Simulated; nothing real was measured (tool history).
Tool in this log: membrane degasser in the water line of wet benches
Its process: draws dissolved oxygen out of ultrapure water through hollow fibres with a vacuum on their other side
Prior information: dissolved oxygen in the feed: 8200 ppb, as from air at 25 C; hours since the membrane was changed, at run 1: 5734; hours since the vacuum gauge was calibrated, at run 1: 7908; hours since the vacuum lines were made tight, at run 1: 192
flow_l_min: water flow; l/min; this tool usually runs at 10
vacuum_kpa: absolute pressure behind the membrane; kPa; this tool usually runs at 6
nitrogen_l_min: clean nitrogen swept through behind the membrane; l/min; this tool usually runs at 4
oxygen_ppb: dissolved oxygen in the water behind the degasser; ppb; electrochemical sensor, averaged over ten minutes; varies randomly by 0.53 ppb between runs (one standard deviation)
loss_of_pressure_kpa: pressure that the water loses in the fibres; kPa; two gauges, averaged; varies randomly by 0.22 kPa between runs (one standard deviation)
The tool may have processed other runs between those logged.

run	hour	flow_l_min	vacuum_kpa	nitrogen_l_min	hours since the membrane was changed	hours since the vacuum gauge was calibrated	hours since the vacuum lines were made tight	oxygen_ppb	loss_of_pressure_kpa
1	0	10	6	4	5734	7908	192	42.9	51.75
2	84.1	10	6	4	5818	7992	276	42.7	51.65
3	195.6	10	6	4	5929	8104	388	43	51.61
4	327.9	10	6	4	6062	8236	520	43.2	51.53
5	472.1	10	6	4	6206	8380	664	43.6	51.48
6	609.8	10	6	4	6344	8518	802	43.6	51.29
7	728.8	10	6	4	6463	8637	921	43.5	50.87
8	824.5	10	3.9	4	6558	8733	1017	30.8	50.83
9	949.2	7	11.36	2.42	6683	8857	1141	61.5	35.77
# hour 978.7: vacuum gauge calibrated
10	1020.9	8	11.36	2.7	6754	42	1213	67.4	40.85
11	1135	8	8.96	4	6868	156	1327	36.9	40.82
12	1279.6	15	9.28	4	7013	301	1471	195.8	76.28
13	1415.7	9	5.17	4	7149	437	1607	25.9	45.87

Branching from run 13: 5 alternative next runs. What would each branch give?
A	1493.7	9	5.58	3.84	7227	515	1685	?	?
B	1493.7	6	6.08	2.01	7227	515	1685	?	?
C	1493.7	6	9.51	2.24	7227	515	1685	?	?
D	1493.7	13	5.55	4.03	7227	515	1685	?	?
E	1493.7	7	3.63	4	7227	515	1685	?	?

run	oxygen_ppb	loss_of_pressure_kpa
A	28.8	45.34
B	22.4	30.54
C	43.4	30.5
D	100.3	66.07
E	4.9	35.51
Had the tool no hidden state, the same runs would have come out as:
run	oxygen_ppb	loss_of_pressure_kpa
A	28.7	46.24
B	22.4	31.13
C	43.4	31.1
D	99.9	67.37
E	4.9	36.21
